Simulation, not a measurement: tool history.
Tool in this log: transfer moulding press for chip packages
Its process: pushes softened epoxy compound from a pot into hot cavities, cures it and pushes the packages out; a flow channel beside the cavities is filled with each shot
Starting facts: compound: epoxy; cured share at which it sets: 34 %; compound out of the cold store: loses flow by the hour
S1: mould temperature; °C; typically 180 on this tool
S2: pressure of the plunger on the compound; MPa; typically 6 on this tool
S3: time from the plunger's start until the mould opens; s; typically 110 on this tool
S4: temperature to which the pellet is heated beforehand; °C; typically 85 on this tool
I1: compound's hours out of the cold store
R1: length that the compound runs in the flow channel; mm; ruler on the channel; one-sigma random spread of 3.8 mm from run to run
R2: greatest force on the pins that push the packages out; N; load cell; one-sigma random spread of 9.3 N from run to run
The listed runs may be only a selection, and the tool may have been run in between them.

run 1 day=0 | S1=180 S2=6 S3=110 S4=85 | I1=23.4 | R1=586 R2=547
run 2 day=1.183 | S1=180 S2=6 S3=110 S4=85 | I1=24.7 | R1=572 R2=726
run 3 day=1.754 | S1=180 S2=6 S3=110 S4=85 | I1=24.2 | R1=584 R2=744
-- day=1.979 cavities cleaned with cleaning compound and waxed
run 4 day=2.821 | S1=180 S2=6 S3=110 S4=85 | I1=13.2 | R1=597 R2=594
run 5 day=3.717 | S1=180 S2=6 S3=110 S4=85 | I1=45.6 | R1=538 R2=718
-- day=4.504 cavities cleaned with cleaning compound and waxed
run 6 day=5.033 | S1=180 S2=6 S3=110 S4=85 | I1=41.7 | R1=541 R2=570
run 7 day=6.125 | S1=178 S2=6 S3=110 S4=85 | I1=33.6 | R1=553 R2=791
-- day=7.092 cavities cleaned with cleaning compound and waxed
run 8 day=7.271 | S1=178 S2=6 S3=110 S4=85 | I1=9.4 | R1=599 R2=518
run 9 day=8.479 | S1=180 S2=6 S3=110 S4=81 | I1=35.6 | R1=549 R2=699
-- day=9.683 cavities cleaned with cleaning compound and waxed
run 10 day=9.754 | S1=180 S2=6 S3=110 S4=81 | I1=40.2 | R1=540 R2=422
run 11 day=10.529 | S1=180 S2=6 S3=110 S4=85 | I1=14.9 | R1=583 R2=637
run 12 day=11.325 | S1=180 S2=6 S3=110 S4=85 | I1=9 | R1=588 R2=738
-- day=12.212 cavities cleaned with cleaning compound and waxed
run 13 day=12.238 | S1=180 S2=6 S3=110 S4=85 | I1=34.1 | R1=544 R2=440
run 14 day=12.904 | S1=180 S2=6 S3=116 S4=85 | I1=25.1 | R1=568 R2=550
run 15 day=13.558 | S1=180 S2=4.69 S3=110 S4=84 | I1=18.3 | R1=500 R2=672
run 16 day=14.55 | S1=185 S2=5.24 S3=110 S4=89 | I1=24.2 | R1=518 R2=667
-- day=14.721 cavities cleaned with cleaning compound and waxed
run 17 day=15.171 | S1=185 S2=5.24 S3=147 S4=94 | I1=46.3 | R1=479 R2=410
-- day=15.746 plunger's sealing rings changed
run 18 day=16.296 | S1=176 S2=5.95 S3=102 S4=92 | I1=22.8 | R1=586 R2=1049
run 19 day=16.892 | S1=173 S2=4.94 S3=130 S4=79 | I1=43.5 | R1=511 R2=825
-- day=17.371 cavities cleaned with cleaning compound and waxed
run 20 day=17.733 | S1=173 S2=4.94 S3=130 S4=79 | I1=11.7 | R1=557 R2=611
run 21 day=18.725 | S1=173 S2=4.94 S3=130 S4=79 | I1=20.9 | R1=539 R2=785
run 22 day=19.733 | S1=173 S2=4.94 S3=130 S4=79 | I1=39.4 | R1=519 R2=878
-- day=19.883 cavities cleaned with cleaning compound and waxed
run 23 day=20.408 | S1=180 S2=6 S3=110 S4=80 | I1=19.9 | R1=587 R2=564
run 24 day=21.517 | S1=187 S2=5.95 S3=110 S4=85 | I1=28.2 | R1=547 R2=564
run 25 day=22.133 | S1=187 S2=5.95 S3=134 S4=85 | I1=37.5 | R1=537 R2=583
-- day=22.404 cavities cleaned with cleaning compound and waxed
run 26 day=22.875 | S1=186 S2=5.63 S3=102 S4=79 | I1=21.1 | R1=549 R2=508
run 27 day=23.588 | S1=186 S2=5.63 S3=102 S4=79 | I1=10.7 | R1=565 R2=609
run 28 day=24.346 | S1=186 S2=5.63 S3=102 S4=79 | I1=14.1 | R1=558 R2=650

Predict each of these 4 candidate next runs independently; none follows another, all start after run 28:
-- day=24.925 cavities cleaned with cleaning compound and waxed
run A day=25.3 | S1=181 S2=6.11 S3=110 S4=85 | I1=8.9 | R1=? R2=?
-- day=24.925 cavities cleaned with cleaning compound and waxed
run B day=25.3 | S1=186 S2=4.55 S3=146 S4=84 | I1=24.9 | R1=? R2=?
-- day=24.925 cavities cleaned with cleaning compound and waxed
run C day=25.3 | S1=186 S2=7.12 S3=126 S4=79 | I1=41.5 | R1=? R2=?
-- day=24.925 cavities cleaned with cleaning compound and waxed
run D day=25.3 | S1=180 S2=6 S3=110 S4=91 | I1=24.4 | R1=? R2=?

run=A R1=603 R2=514
run=B R1=485 R2=407
run=C R1=579 R2=410
run=D R1=573 R2=541
With the hidden condition removed and each run's random variation left untouched, the same runs would have given:
run=A R1=616 R2=402
run=B R1=497 R2=335
run=C R1=593 R2=335
run=D R1=586 R2=420
